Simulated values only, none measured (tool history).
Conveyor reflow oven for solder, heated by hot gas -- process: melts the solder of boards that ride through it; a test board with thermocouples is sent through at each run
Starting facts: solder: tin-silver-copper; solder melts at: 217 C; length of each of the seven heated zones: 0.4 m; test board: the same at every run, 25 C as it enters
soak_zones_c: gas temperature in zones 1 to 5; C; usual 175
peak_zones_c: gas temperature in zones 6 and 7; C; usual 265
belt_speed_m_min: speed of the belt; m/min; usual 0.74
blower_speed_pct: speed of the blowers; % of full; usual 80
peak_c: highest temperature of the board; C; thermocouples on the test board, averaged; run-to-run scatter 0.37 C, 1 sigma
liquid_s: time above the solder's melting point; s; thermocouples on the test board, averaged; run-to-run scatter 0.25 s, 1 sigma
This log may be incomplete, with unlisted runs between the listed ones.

run   hour  soak_zones_c  peak_zones_c  belt_speed_m_min  blower_speed_pct  peak_c  liquid_s
  1      0           175           265              0.74                80   253.5      50.4
  2   17.9           175           265              0.74                80   253.9      50.8
  3   31.7           175           265              0.74                80   253.9      50.3
  4     49           175           265              0.74                80   253.4      50.7
  5   79.7           175           265              0.74                80     253      50.4
  6  111.6           175           265              0.74                80     253      50.7
  7  138.7           175           265              0.74                80   254.1      50.6
  8  169.6           175           265              0.74                80   254.1        51
  9  183.4           175           265              0.74                80   254.1      50.8
 10  197.7           175           272              0.74                80   259.3      53.6
 11  218.3           175           265             0.738                80   253.6      50.9
 12  234.7           175           265             0.738                80   253.6      50.6
 13  260.3           175           265              0.74                83   253.9      50.8
 14  279.1           175           265             0.868                83   249.3      40.1
 15  308.6           174           277             0.691                80   266.4      60.5
 16  326.9           175           268             0.639                68   258.4      62.2
 17  355.7           175           258             0.659                80   250.3        55
 18  387.4           175           265             0.633                80   256.4      62.1
 19  400.7           175           265             0.734                72   253.1      50.6
 20  425.3           175           265             0.734                72   253.3      50.7
 21    444           175           265              0.74                52   250.3      47.3

Run 22, settings as shown, results not yet in. Your forecast:
 22  474.9           187           265             0.754                52       ?         ?

{"run 22": {"peak_c": 251, "liquid_s": 51.1}}
Were there no unlogged condition in the tool, this run, its random variation unchanged, would have produced peak_c 251.1 C, liquid_s 51.1 s.

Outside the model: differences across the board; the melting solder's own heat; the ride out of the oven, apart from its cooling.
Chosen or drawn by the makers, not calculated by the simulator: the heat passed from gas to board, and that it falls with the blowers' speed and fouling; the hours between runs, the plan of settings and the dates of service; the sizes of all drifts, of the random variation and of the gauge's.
